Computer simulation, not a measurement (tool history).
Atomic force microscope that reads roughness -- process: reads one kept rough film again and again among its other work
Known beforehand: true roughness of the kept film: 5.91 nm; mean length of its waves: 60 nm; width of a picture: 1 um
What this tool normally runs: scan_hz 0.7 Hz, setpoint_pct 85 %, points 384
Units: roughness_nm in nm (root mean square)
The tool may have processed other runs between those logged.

{"run": 1, "hour": 0.0, "scan_hz": 0.7, "setpoint_pct": 85, "points": 384, "roughness_nm": 5.075}
{"run": 2, "hour": 7.2, "scan_hz": 0.7, "setpoint_pct": 85, "points": 384, "roughness_nm": 5.043}
{"run": 3, "hour": 14.4, "scan_hz": 0.7, "setpoint_pct": 85, "points": 384, "roughness_nm": 4.991}
{"run": 4, "hour": 23.5, "scan_hz": 0.7, "setpoint_pct": 85, "points": 384, "roughness_nm": 4.923}
{"run": 5, "hour": 33.7, "scan_hz": 0.7, "setpoint_pct": 85, "points": 384, "roughness_nm": 4.865}
{"run": 6, "hour": 39.3, "scan_hz": 0.7, "setpoint_pct": 85, "points": 291, "roughness_nm": 4.819}
{"run": 7, "hour": 44.1, "scan_hz": 0.7, "setpoint_pct": 61, "points": 291, "roughness_nm": 5.054}
{"run": 8, "hour": 53.4, "scan_hz": 0.7, "setpoint_pct": 85, "points": 384, "roughness_nm": 4.712}
{"run": 9, "hour": 62.5, "scan_hz": 0.7, "setpoint_pct": 85, "points": 384, "roughness_nm": 4.633}
{"run": 10, "hour": 71.1, "scan_hz": 0.7, "setpoint_pct": 85, "points": 384, "roughness_nm": 4.607}
{"run": 11, "hour": 81.1, "scan_hz": 0.7, "setpoint_pct": 85, "points": 384, "roughness_nm": 4.576}
{"run": 12, "hour": 87.3, "scan_hz": 0.7, "setpoint_pct": 85, "points": 384, "roughness_nm": 4.516}
{"run": 13, "hour": 95.3, "scan_hz": 0.7, "setpoint_pct": 85, "points": 384, "roughness_nm": 4.478}
{"run": 14, "hour": 101.2, "scan_hz": 0.7, "setpoint_pct": 85, "points": 556, "roughness_nm": 4.481}
{"run": 15, "hour": 106.5, "scan_hz": 0.7, "setpoint_pct": 85, "points": 556, "roughness_nm": 4.444}
{"hour": 108.0, "done": "new tip fitted"}
{"run": 16, "hour": 117.1, "scan_hz": 0.572, "setpoint_pct": 69, "points": 441, "roughness_nm": 5.291}
{"run": 17, "hour": 123.6, "scan_hz": 0.572, "setpoint_pct": 69, "points": 441, "roughness_nm": 5.239}
{"run": 18, "hour": 133.0, "scan_hz": 1.971, "setpoint_pct": 85, "points": 567, "roughness_nm": 4.46}
{"run": 19, "hour": 137.4, "scan_hz": 0.844, "setpoint_pct": 60, "points": 418, "roughness_nm": 5.178}
{"run": 20, "hour": 141.7, "scan_hz": 0.844, "setpoint_pct": 60, "points": 418, "roughness_nm": 5.111}
{"run": 21, "hour": 146.7, "scan_hz": 0.68, "setpoint_pct": 85, "points": 330, "roughness_nm": 4.906}
{"run": 22, "hour": 150.9, "scan_hz": 0.68, "setpoint_pct": 69, "points": 733, "roughness_nm": 5.07}
{"run": 23, "hour": 161.1, "scan_hz": 0.68, "setpoint_pct": 74, "points": 733, "roughness_nm": 4.908}
{"run": 24, "hour": 165.3, "scan_hz": 0.824, "setpoint_pct": 85, "points": 778, "roughness_nm": 4.728}
{"run": 25, "hour": 170.1, "scan_hz": 0.698, "setpoint_pct": 66, "points": 534, "roughness_nm": 4.938}
{"run": 26, "hour": 177.7, "scan_hz": 0.698, "setpoint_pct": 66, "points": 534, "roughness_nm": 4.902}
{"run": 27, "hour": 187.1, "scan_hz": 1.083, "setpoint_pct": 63, "points": 368, "roughness_nm": 4.768}
{"run": 28, "hour": 192.8, "scan_hz": 1.788, "setpoint_pct": 83, "points": 368, "roughness_nm": 4.191}
{"run": 29, "hour": 198.5, "scan_hz": 0.66, "setpoint_pct": 86, "points": 384, "roughness_nm": 4.557}

Alternative continuations, all from the tool just after run 29; predict every row:
{"run": "A", "hour": 208.9, "scan_hz": 0.66, "setpoint_pct": 66, "points": 384, "roughness_nm": "?"}
{"run": "B", "hour": 208.9, "scan_hz": 0.66, "setpoint_pct": 75, "points": 384, "roughness_nm": "?"}
{"run": "C", "hour": 208.9, "scan_hz": 1.185, "setpoint_pct": 86, "points": 384, "roughness_nm": "?"}
{"run": "D", "hour": 208.9, "scan_hz": 0.674, "setpoint_pct": 86, "points": 384, "roughness_nm": "?"}
{"run": "E", "hour": 208.9, "scan_hz": 1.31, "setpoint_pct": 86, "points": 384, "roughness_nm": "?"}

run=A roughness_nm=4.692
run=B roughness_nm=4.627
run=C roughness_nm=4.279
run=D roughness_nm=4.488
run=E roughness_nm=4.226
Take away the tool's hidden state, keep each run's random variation, and the runs would have read:
run=A roughness_nm=5.418
run=B roughness_nm=5.343
run=C roughness_nm=4.94
run=D roughness_nm=5.183
run=E roughness_nm=4.88
